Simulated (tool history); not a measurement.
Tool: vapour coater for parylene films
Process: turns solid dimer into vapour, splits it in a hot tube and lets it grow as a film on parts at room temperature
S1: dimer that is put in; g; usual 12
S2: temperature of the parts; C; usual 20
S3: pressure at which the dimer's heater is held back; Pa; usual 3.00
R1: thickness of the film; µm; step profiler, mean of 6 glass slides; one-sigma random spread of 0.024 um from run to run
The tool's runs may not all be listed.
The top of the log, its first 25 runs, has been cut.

run,hour,S1,S2,S3,R1
26,865.0,11,25,3.43,4.24
27,892.1,11,25,3.43,4.26
28,916.9,11,25,3.43,4.25
29,957.9,11,25,3.43,4.20
30,985.3,19,25,3.00,7.38
31,1012.8,9,29,7.97,2.68
32,1054.3,12,17,9.45,4.34
33,1094.3,12,17,9.45,4.31
34,1123.2,12,17,2.17,5.67
35,1144.0,8,20,3.00,3.39
36,1183.5,12,20,2.16,5.37
37,1222.0,12,16,2.16,5.72
38,1267.7,7,15,6.75,2.75

Forecast each of these 3 alternatives for the next run:
A,1314.6,7,23,6.75,?
B,1314.6,8,13,2.92,?
C,1314.6,12,22,3.00,?

run,R1
A,2.31
B,3.74
C,4.75
Take away the tool's hidden state, keep each run's random variation, and the runs would have read:
run,R1
A,2.53
B,4.09
C,5.19

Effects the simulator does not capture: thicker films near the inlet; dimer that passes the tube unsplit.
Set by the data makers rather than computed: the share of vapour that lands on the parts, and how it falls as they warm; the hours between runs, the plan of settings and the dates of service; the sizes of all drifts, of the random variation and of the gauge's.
